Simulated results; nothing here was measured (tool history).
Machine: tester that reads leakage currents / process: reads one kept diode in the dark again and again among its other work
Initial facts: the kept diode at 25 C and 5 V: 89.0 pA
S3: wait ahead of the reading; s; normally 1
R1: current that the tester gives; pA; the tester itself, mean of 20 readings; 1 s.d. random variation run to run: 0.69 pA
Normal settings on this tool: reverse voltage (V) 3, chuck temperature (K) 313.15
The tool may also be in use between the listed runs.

Run 1, hour 0: usual settings. Result: R1 257.46 pA.
Run 2, hour 169.1: usual settings but S3 0.48 s. Result: R1 259.1 pA.
Run 3, hour 300.1: usual settings but S3 0.48 s. Result: R1 260.48 pA.
Run 4, hour 508.1: usual settings. Result: R1 264.37 pA.
Run 5, hour 687.4: usual settings. Result: R1 266.53 pA.
Run 6, hour 881.5: usual settings but chuck temperature (K) 294.15. Result: R1 66.19 pA.
Run 7, hour 1021.9: usual settings. Result: R1 270.58 pA.
Run 8, hour 1149.4: usual settings. Result: R1 271.82 pA.
Run 9, hour 1262.7: usual settings. Result: R1 273.73 pA.
Run 10, hour 1437.2: usual settings. Result: R1 276.68 pA.
At hour 1457.7: chuck's temperature calibrated.
Run 11, hour 1572: usual settings. Result: R1 311.76 pA.
Run 12, hour 1710: usual settings but reverse voltage (V) 3.62. Result: R1 335.75 pA.
Run 13, hour 1925: usual settings but reverse voltage (V) 3.62. Result: R1 338.24 pA.
Run 14, hour 2148.6: usual settings but reverse voltage (V) 3.62. Result: R1 342.38 pA.
At hour 2233.8: probe card cleaned and baked.
Run 15, hour 2306.6: usual settings but reverse voltage (V) 3.62. Result: R1 341.8 pA.
Run 16, hour 2501.4: usual settings but reverse voltage (V) 3.62. Result: R1 342.4 pA.
Run 17, hour 2678.2: usual settings but S3 4.99 s. Result: R1 326.03 pA.
At hour 2735.2: chuck's temperature calibrated, once more.
Run 18, hour 2863.9: usual settings but S3 4.99 s. Result: R1 230.89 pA.
Run 19, hour 3084.5: usual settings but S3 4.99 s. Result: R1 233.63 pA.
Run 20, hour 3224.4: usual settings but reverse voltage (V) 1.11, chuck temperature (K) 327.15, S3 4.07 s. Result: R1 431.46 pA.
Run 21, hour 3442.8: usual settings but reverse voltage (V) 17.7, chuck temperature (K) 306.15, S3 6.02 s. Result: R1 267.68 pA.
Run 22, hour 3688: usual settings but reverse voltage (V) 13.08, S3 4.7 s. Result: R1 402.62 pA.
Run 23, hour 3867.1: usual settings but reverse voltage (V) 2.84, chuck temperature (K) 299.15, S3 0.88 s. Result: R1 86.07 pA.
Run 24, hour 3991.3: usual settings but reverse voltage (V) 16.44, chuck temperature (K) 296.15. Result: R1 130.28 pA.
Run 25, hour 4097.5: usual settings but chuck temperature (K) 310.15, S3 7.26 s. Result: R1 197.25 pA.
Run 26, hour 4248.2: usual settings but reverse voltage (V) 14.93, S3 0.37 s. Result: R1 436.35 pA.
At hour 4446.8: tester calibrated.
Run 27, hour 4486: usual settings but reverse voltage (V) 1.78. Result: R1 206.59 pA.
Run 28, hour 4731: usual settings but reverse voltage (V) 17.16, chuck temperature (K) 299.15, S3 0.43 s. Result: R1 173.41 pA.
Run 29, hour 4885.7: usual settings but reverse voltage (V) 17.16, chuck temperature (K) 299.15, S3 0.43 s. Result: R1 174.9 pA.
Run 30, hour 5075.1: usual settings but reverse voltage (V) 1.61. Result: R1 206.16 pA.
At hour 5226.3: probe card cleaned and baked.
Run 31, hour 5260.4: usual settings but reverse voltage (V) 6.72, chuck temperature (K) 322.15, S3 3.57 s. Result: R1 619.59 pA.
Run 32, hour 5384.7: usual settings but S3 2.21 s. Result: R1 255.36 pA.
Run 33, hour 5564.4: usual settings but S3 1.76 s. Result: R1 257.35 pA.
Run 34, hour 5667.8: usual settings but reverse voltage (V) 6.06, chuck temperature (K) 294.15, S3 1.1 s. Result: R1 80.41 pA.
Run 35, hour 5768.4: usual settings but reverse voltage (V) 6.06, chuck temperature (K) 329.15, S3 0.7 s. Result: R1 957.48 pA.
Run 36, hour 5906.4: usual settings but chuck temperature (K) 318.15. Result: R1 369.99 pA.
Run 37, hour 6053.7: usual settings but chuck temperature (K) 296.15, S3 4.58 s. Result: R1 75.06 pA.
Run 38, hour 6236.2: usual settings but reverse voltage (V) 8.19, chuck temperature (K) 318.15, S3 3.84 s. Result: R1 529.51 pA.

3 ways to go on from here, each from the tool as it stands after run 38. What would each give?
At hour 6261.1: chuck's temperature calibrated.
Run A, hour 6474.5: usual settings but reverse voltage (V) 4.12, chuck temperature (K) 298.15, S3 7.64 s. Result: R1 ?.
At hour 6261.1: chuck's temperature calibrated.
Run B, hour 6474.5: usual settings but reverse voltage (V) 14.85, chuck temperature (K) 318.15, S3 4.44 s. Result: R1 ?.
At hour 6261.1: chuck's temperature calibrated.
Run C, hour 6474.5: usual settings but reverse voltage (V) 8.19, chuck temperature (K) 298.15, S3 2.82 s. Result: R1 ?.

run      R1
  A   86.07
  B  574.16
  C  110.41
Without the tool's hidden state the same runs would have given:
run      R1
  A   82.97
  B  558.68
  C  105.52
